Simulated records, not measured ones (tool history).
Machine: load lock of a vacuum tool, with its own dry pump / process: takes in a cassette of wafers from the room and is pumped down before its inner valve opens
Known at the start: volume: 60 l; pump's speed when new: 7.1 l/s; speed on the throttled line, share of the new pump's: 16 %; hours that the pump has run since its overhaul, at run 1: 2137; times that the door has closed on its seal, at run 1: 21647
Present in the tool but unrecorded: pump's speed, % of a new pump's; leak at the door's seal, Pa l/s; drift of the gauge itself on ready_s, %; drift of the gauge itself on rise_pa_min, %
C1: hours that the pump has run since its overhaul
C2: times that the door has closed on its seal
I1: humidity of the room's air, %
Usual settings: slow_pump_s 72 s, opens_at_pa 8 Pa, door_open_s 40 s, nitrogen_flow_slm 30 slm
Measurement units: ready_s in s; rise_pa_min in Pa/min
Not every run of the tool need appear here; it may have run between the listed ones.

Run 1, day 0.000: usual settings; C1 2137; C2 21647; I1 45.1. Result: ready_s 141.0 s, rise_pa_min 0.012 Pa/min.
Run 2, day 26.729: usual settings but door_open_s 118 s; C1 2778; C2 23183; I1 46.5. Result: ready_s 142.0 s, rise_pa_min 0.029 Pa/min.
Run 3, day 48.233: usual settings but door_open_s 118 s; C1 3294; C2 24419; I1 47.5. Result: ready_s 140.5 s, rise_pa_min 0.022 Pa/min.
Run 4, day 74.412: usual settings but door_open_s 118 s; C1 3923; C2 25924; I1 46.8. Result: ready_s 141.5 s, rise_pa_min 0.021 Pa/min.
Run 5, day 93.933: usual settings but door_open_s 118 s; C1 4391; C2 27046; I1 44.4. Result: ready_s 141.4 s, rise_pa_min 0.022 Pa/min.
Run 6, day 110.167: usual settings but door_open_s 118 s; C1 4781; C2 27979; I1 44.8. Result: ready_s 141.8 s, rise_pa_min 0.024 Pa/min.
Run 7, day 136.983: usual settings but slow_pump_s 56 s, door_open_s 118 s; C1 5424; C2 29520; I1 45.1. Result: ready_s 127.6 s, rise_pa_min 0.026 Pa/min.
Run 8, day 155.792: usual settings but slow_pump_s 56 s, door_open_s 118 s; C1 5876; C2 30602; I1 47.4. Result: ready_s 128.0 s, rise_pa_min 0.026 Pa/min.
Run 9, day 185.550: usual settings but door_open_s 27 s; C1 6590; C2 32312; I1 44.0. Result: ready_s 140.7 s, rise_pa_min 0.009 Pa/min.
Run 10, day 211.562: usual settings; C1 7214; C2 33807; I1 44.9. Result: ready_s 140.9 s, rise_pa_min 0.011 Pa/min.
Run 11, day 236.158: usual settings; C1 7805; C2 35221; I1 43.2. Result: ready_s 139.6 s, rise_pa_min 0.015 Pa/min.
Run 12, day 266.775: usual settings; C1 8539; C2 36980; I1 45.6. Result: ready_s 142.0 s, rise_pa_min 0.009 Pa/min.
Run 13, day 286.462: usual settings but nitrogen_flow_slm 6 slm; C1 9012; C2 38112; I1 46.5. Result: ready_s 141.4 s, rise_pa_min 0.021 Pa/min.
Run 14, day 303.783: usual settings but nitrogen_flow_slm 6 slm; C1 9428; C2 39108; I1 44.2. Result: ready_s 140.2 s, rise_pa_min 0.021 Pa/min.
Run 15, day 323.800: usual settings but slow_pump_s 79 s, door_open_s 188 s, nitrogen_flow_slm 13 slm; C1 9908; C2 40258; I1 44.9. Result: ready_s 146.2 s, rise_pa_min 0.053 Pa/min.
Run 16, day 348.121: usual settings but slow_pump_s 79 s, door_open_s 106 s, nitrogen_flow_slm 13 slm; C1 10492; C2 41656; I1 45.4. Result: ready_s 146.5 s, rise_pa_min 0.029 Pa/min.
Run 17, day 363.338: usual settings but slow_pump_s 137 s, door_open_s 35 s, nitrogen_flow_slm 4 slm; C1 10857; C2 42531; I1 43.5. Result: ready_s 195.9 s, rise_pa_min 0.016 Pa/min.
Run 18, day 385.112: usual settings but slow_pump_s 68 s, opens_at_pa 13 Pa, door_open_s 49 s, nitrogen_flow_slm 6 slm; C1 11380; C2 43782; I1 44.8. Result: ready_s 134.6 s, rise_pa_min 0.023 Pa/min.
Run 19, day 410.329: usual settings but slow_pump_s 52 s, door_open_s 49 s, nitrogen_flow_slm 6 slm; C1 11985; C2 45231; I1 41.3. Result: ready_s 122.7 s, rise_pa_min 0.021 Pa/min.
At day 425.462: dry pump taken out, an overhauled one fitted.
Run 20, day 439.404: usual settings but slow_pump_s 37 s, opens_at_pa 6 Pa, door_open_s 135 s, nitrogen_flow_slm 9 slm; C1 335; C2 46888; I1 43.9. Result: ready_s 114.8 s, rise_pa_min 0.037 Pa/min.
Run 21, day 470.546: usual settings but slow_pump_s 37 s, opens_at_pa 6 Pa, door_open_s 135 s, nitrogen_flow_slm 9 slm; C1 1082; C2 48678; I1 46.1. Result: ready_s 113.4 s, rise_pa_min 0.044 Pa/min.
Run 22, day 497.175: usual settings but slow_pump_s 37 s, opens_at_pa 6 Pa, door_open_s 135 s, nitrogen_flow_slm 9 slm; C1 1721; C2 50209; I1 49.1. Result: ready_s 114.1 s, rise_pa_min 0.046 Pa/min.
Run 23, day 528.062: usual settings but slow_pump_s 37 s, opens_at_pa 6 Pa, door_open_s 135 s, nitrogen_flow_slm 9 slm; C1 2462; C2 51984; I1 43.7. Result: ready_s 114.9 s, rise_pa_min 0.037 Pa/min.
Run 24, day 556.383: usual settings but slow_pump_s 37 s, opens_at_pa 6 Pa, door_open_s 135 s, nitrogen_flow_slm 9 slm; C1 3142; C2 53612; I1 42.1. Result: ready_s 114.3 s, rise_pa_min 0.041 Pa/min.
Run 25, day 580.992: usual settings but slow_pump_s 37 s, opens_at_pa 6 Pa, door_open_s 135 s, nitrogen_flow_slm 9 slm; C1 3733; C2 55026; I1 41.7. Result: ready_s 113.0 s, rise_pa_min 0.041 Pa/min.
Run 26, day 602.625: usual settings but slow_pump_s 55 s; C1 4252; C2 56269; I1 44.5. Result: ready_s 126.3 s, rise_pa_min 0.007 Pa/min.
Run 27, day 630.833: usual settings but slow_pump_s 37 s, opens_at_pa 11 Pa, door_open_s 125 s, nitrogen_flow_slm 6 slm; C1 4929; C2 57891; I1 46.9. Result: ready_s 108.3 s, rise_pa_min 0.046 Pa/min.

Consider 5 possible next runs. They are alternatives, not a sequence: every one starts from the tool as it was left by run 27. What does each give?
Run A, day 659.533: usual settings but slow_pump_s 37 s, opens_at_pa 14 Pa, door_open_s 125 s, nitrogen_flow_slm 6 slm; C1 5618; C2 59540; I1 42.7. Result: ready_s ?, rise_pa_min ?.
Run B, day 659.533: usual settings but slow_pump_s 68 s; C1 5618; C2 59540; I1 45.1. Result: ready_s ?, rise_pa_min ?.
Run C, day 659.533: usual settings but slow_pump_s 37 s, opens_at_pa 11 Pa, door_open_s 125 s, nitrogen_flow_slm 11 slm; C1 5618; C2 59540; I1 45.6. Result: ready_s ?, rise_pa_min ?.
Run D, day 659.533: usual settings but slow_pump_s 99 s, opens_at_pa 16 Pa, door_open_s 67 s; C1 5618; C2 59540; I1 44.2. Result: ready_s ?, rise_pa_min ?.
Run E, day 659.533: usual settings but slow_pump_s 37 s, opens_at_pa 11 Pa, door_open_s 132 s, nitrogen_flow_slm 6 slm; C1 5618; C2 59540; I1 40.2. Result: ready_s ?, rise_pa_min ?.

run  ready_s  rise_pa_min
  A    105.9        0.036
  B    137.1        0.019
  C    108.9        0.037
  D    157.7        0.017
  E    108.2        0.042
Without the tool's unlogged condition, the same runs would have read:
run  ready_s  rise_pa_min
  A    105.9        0.035
  B    137.0        0.018
  C    108.9        0.036
  D    157.7        0.016
  E    108.2        0.041
